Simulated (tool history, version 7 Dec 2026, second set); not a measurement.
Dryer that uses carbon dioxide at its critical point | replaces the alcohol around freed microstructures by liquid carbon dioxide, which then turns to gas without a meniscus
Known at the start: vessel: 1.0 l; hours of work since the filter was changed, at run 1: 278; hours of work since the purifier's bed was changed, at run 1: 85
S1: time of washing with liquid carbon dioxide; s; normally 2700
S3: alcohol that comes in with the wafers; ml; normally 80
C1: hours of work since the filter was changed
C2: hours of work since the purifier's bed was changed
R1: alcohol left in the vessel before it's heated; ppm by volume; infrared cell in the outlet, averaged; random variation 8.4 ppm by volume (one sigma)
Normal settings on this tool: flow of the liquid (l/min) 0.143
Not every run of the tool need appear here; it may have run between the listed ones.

{"run": 1, "hour": 0.0, "S1": 2700, "flow of the liquid (l/min)": 0.143, "S3": 80, "C1": 278, "C2": 85, "R1": 704}
{"run": 2, "hour": 5.5, "S1": 2700, "flow of the liquid (l/min)": 0.143, "S3": 81, "C1": 280, "C2": 87, "R1": 735}
{"run": 3, "hour": 11.0, "S1": 2820, "flow of the liquid (l/min)": 0.143, "S3": 80, "C1": 282, "C2": 89, "R1": 575}
{"run": 4, "hour": 23.4, "S1": 2820, "flow of the liquid (l/min)": 0.143, "S3": 80, "C1": 286, "C2": 93, "R1": 611}
{"run": 5, "hour": 33.6, "S1": 2700, "flow of the liquid (l/min)": 0.143, "S3": 80, "C1": 290, "C2": 97, "R1": 724}
{"run": 6, "hour": 40.1, "S1": 2700, "flow of the liquid (l/min)": 0.143, "S3": 42, "C1": 292, "C2": 99, "R1": 388}
{"run": 7, "hour": 45.7, "S1": 2700, "flow of the liquid (l/min)": 0.143, "S3": 80, "C1": 294, "C2": 101, "R1": 761}
{"run": 8, "hour": 54.1, "S1": 2700, "flow of the liquid (l/min)": 0.143, "S3": 80, "C1": 297, "C2": 104, "R1": 766}
{"run": 9, "hour": 59.6, "S1": 2700, "flow of the liquid (l/min)": 0.143, "S3": 80, "C1": 299, "C2": 106, "R1": 757}
{"run": 10, "hour": 68.8, "S1": 2700, "flow of the liquid (l/min)": 0.143, "S3": 80, "C1": 302, "C2": 110, "R1": 752}
{"run": 11, "hour": 77.1, "S1": 2700, "flow of the liquid (l/min)": 0.143, "S3": 80, "C1": 305, "C2": 112, "R1": 777}
{"run": 12, "hour": 90.0, "S1": 4260, "flow of the liquid (l/min)": 0.173, "S3": 32, "C1": 310, "C2": 117, "R1": 25}
{"run": 13, "hour": 102.4, "S1": 4260, "flow of the liquid (l/min)": 0.173, "S3": 27, "C1": 314, "C2": 121, "R1": 18}
{"run": 14, "hour": 111.4, "S1": 4260, "flow of the liquid (l/min)": 0.173, "S3": 27, "C1": 318, "C2": 125, "R1": 15}
{"run": 15, "hour": 121.1, "S1": 3660, "flow of the liquid (l/min)": 0.132, "S3": 65, "C1": 321, "C2": 128, "R1": 203}
{"run": 16, "hour": 132.6, "S1": 2280, "flow of the liquid (l/min)": 0.155, "S3": 80, "C1": 325, "C2": 132, "R1": 1166}
{"run": 17, "hour": 141.8, "S1": 2280, "flow of the liquid (l/min)": 0.155, "S3": 80, "C1": 328, "C2": 135, "R1": 1138}
{"run": 18, "hour": 148.4, "S1": 3600, "flow of the liquid (l/min)": 0.155, "S3": 22, "C1": 331, "C2": 138, "R1": 46}
{"run": 19, "hour": 158.8, "S1": 1980, "flow of the liquid (l/min)": 0.155, "S3": 22, "C1": 334, "C2": 141, "R1": 565}
{"run": 20, "hour": 164.1, "S1": 1800, "flow of the liquid (l/min)": 0.087, "S3": 31, "C1": 336, "C2": 143, "R1": 4743}
{"run": 21, "hour": 176.9, "S1": 1800, "flow of the liquid (l/min)": 0.19, "S3": 31, "C1": 341, "C2": 148, "R1": 555}

Each row is a separate what-if for the run after 21, all from the same tool condition, not one after another. Results?
{"run": "A", "hour": 184.8, "S1": 1800, "flow of the liquid (l/min)": 0.172, "S3": 62, "C1": 343, "C2": 151, "R1": "?"}
{"run": "B", "hour": 184.8, "S1": 2700, "flow of the liquid (l/min)": 0.143, "S3": 26, "C1": 343, "C2": 151, "R1": "?"}
{"run": "C", "hour": 184.8, "S1": 2100, "flow of the liquid (l/min)": 0.175, "S3": 47, "C1": 343, "C2": 151, "R1": "?"}

run=A R1=1544
run=B R1=263
run=C R1=615
Without the tool's unlogged condition, the same runs would have read:
run=A R1=980
run=B R1=143
run=C R1=355
